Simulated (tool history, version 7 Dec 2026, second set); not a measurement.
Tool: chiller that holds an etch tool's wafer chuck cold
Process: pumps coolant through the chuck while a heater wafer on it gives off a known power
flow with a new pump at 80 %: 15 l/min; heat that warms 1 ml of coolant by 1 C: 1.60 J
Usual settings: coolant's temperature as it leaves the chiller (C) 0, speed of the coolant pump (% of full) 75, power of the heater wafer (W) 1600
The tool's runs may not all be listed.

| run | hour | coolant's temperature as it leaves the chiller (C) | speed of the coolant pump (% of full) | power of the heater wafer (W) | chuck's temperature once it has settled (C) | how much warmer the coolant comes back (C) |
|---|---|---|---|---|---|---|
| 1 | 0.0 | 0 | 75 | 1600 | 17.3 | 4.25 |
| 2 | 106.8 | 0 | 88 | 1600 | 15.1 | 3.58 |
| 3 | 232.0 | 0 | 75 | 1600 | 17.3 | 4.29 |
| 4 | 305.0 | 0 | 75 | 845 | 9.1 | 2.31 |
| 5 | 430.9 | 0 | 74 | 845 | 9.3 | 2.34 |
| 6 | 505.8 | 0 | 74 | 1600 | 17.4 | 4.44 |
| 7 | 585.5 | 0 | 74 | 1600 | 17.4 | 4.40 |
| 8 | 682.9 | 0 | 75 | 1600 | 17.5 | 4.39 |
| 9 | 773.2 | 0 | 75 | 1097 | 12.0 | 3.05 |
| 10 | 881.1 | 0 | 75 | 1097 | 11.9 | 3.00 |
| 11 | 978.2 | 0 | 76 | 1600 | 17.1 | 4.33 |
| 12 | 1101.9 | 0 | 75 | 1600 | 17.3 | 4.31 |
| 13 | 1223.1 | 0 | 75 | 1143 | 12.1 | 3.13 |
| 14 | 1296.4 | 0 | 62 | 869 | 11.0 | 2.99 |
| 15 | 1374.0 | 0 | 62 | 1946 | 24.4 | 6.61 |
| 16 | 1480.3 | -8 | 75 | 1273 | 5.9 | 3.53 |
| 17 | 1599.2 | 0 | 84 | 1379 | 13.8 | 3.40 |
| 18 | 1671.2 | 0 | 72 | 1689 | 18.8 | 4.84 |
| 19 | 1758.4 | -9 | 79 | 1505 | 6.7 | 3.92 |

Run 20 comes next. What will it give?
| 20 | 1823.1 | 0 | 71 | 2160 | ? | ? |

{"run 20": {"chuck's temperature once it has settled (C)": 24.1, "how much warmer the coolant comes back (C)": 6.25}}
Without the tool's hidden state the same run would have given chuck's temperature once it has settled (C) 24.0, how much warmer the coolant comes back (C) 6.10.
